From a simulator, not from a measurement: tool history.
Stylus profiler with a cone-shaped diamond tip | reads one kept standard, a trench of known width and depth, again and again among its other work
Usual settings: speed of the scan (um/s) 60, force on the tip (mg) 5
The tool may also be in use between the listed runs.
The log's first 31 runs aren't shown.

| run | hour | speed of the scan (um/s) | force on the tip (mg) | depth of the trench (angstrom) | width of the trench's floor (um) |
|---|---|---|---|---|---|
| 32 | 414.1 | 18 | 8.21 | 5064.3 | 95.58 |
| 33 | 423.5 | 19 | 3.42 | 5036.5 | 95.55 |
| 34 | 432.7 | 33 | 3.57 | 5036.4 | 95.5 |
| 35 | 442.8 | 17 | 3.7 | 5034.7 | 95.51 |
| 36 | 460.3 | 87 | 4.21 | 5039.3 | 95.26 |
| 37 | 470.1 | 215 | 3.91 | 5042 | 94.75 |
| 38 | 486.2 | 16 | 3.8 | 5039.2 | 95.61 |
| 39 | 493.8 | 16 | 3.8 | 5038.7 | 95.59 |
| 40 | 503.3 | 16 | 3.8 | 5040.1 | 95.59 |
| 41 | 517.8 | 16 | 3.8 | 5038.6 | 95.55 |
| 42 | 533.3 | 22 | 5.72 | 5053.2 | 95.6 |
| 43 | 541.7 | 120 | 13.18 | 5090.8 | 95.3 |
| 44 | 551.4 | 189 | 2.44 | 5027.1 | 94.58 |
| 45 | 563.7 | 25 | 7.05 | 5058.2 | 95.58 |
| 46 | 577.6 | 226 | 7.86 | 5061.4 | 94.94 |
| 47 | 591.9 | 226 | 7.86 | 5061.7 | 94.92 |

Forecast each of these 4 alternatives for the next run:
| A | 601.3 | 80 | 3.71 | ? | ? |
| B | 601.3 | 23 | 5.02 | ? | ? |
| C | 601.3 | 50 | 5.38 | ? | ? |
| D | 601.3 | 226 | 13.59 | ? | ? |

| run | depth of the trench (angstrom) | width of the trench's floor (um) |
|---|---|---|
| A | 5038.9 | 95.26 |
| B | 5047.9 | 95.52 |
| C | 5048.6 | 95.44 |
| D | 5092.3 | 95.09 |
Without the tool's hidden state the same runs would have given:
| run | depth of the trench (angstrom) | width of the trench's floor (um) |
|---|---|---|
| A | 5038.9 | 95.27 |
| B | 5047.9 | 95.52 |
| C | 5048.6 | 95.44 |
| D | 5092.2 | 95.1 |

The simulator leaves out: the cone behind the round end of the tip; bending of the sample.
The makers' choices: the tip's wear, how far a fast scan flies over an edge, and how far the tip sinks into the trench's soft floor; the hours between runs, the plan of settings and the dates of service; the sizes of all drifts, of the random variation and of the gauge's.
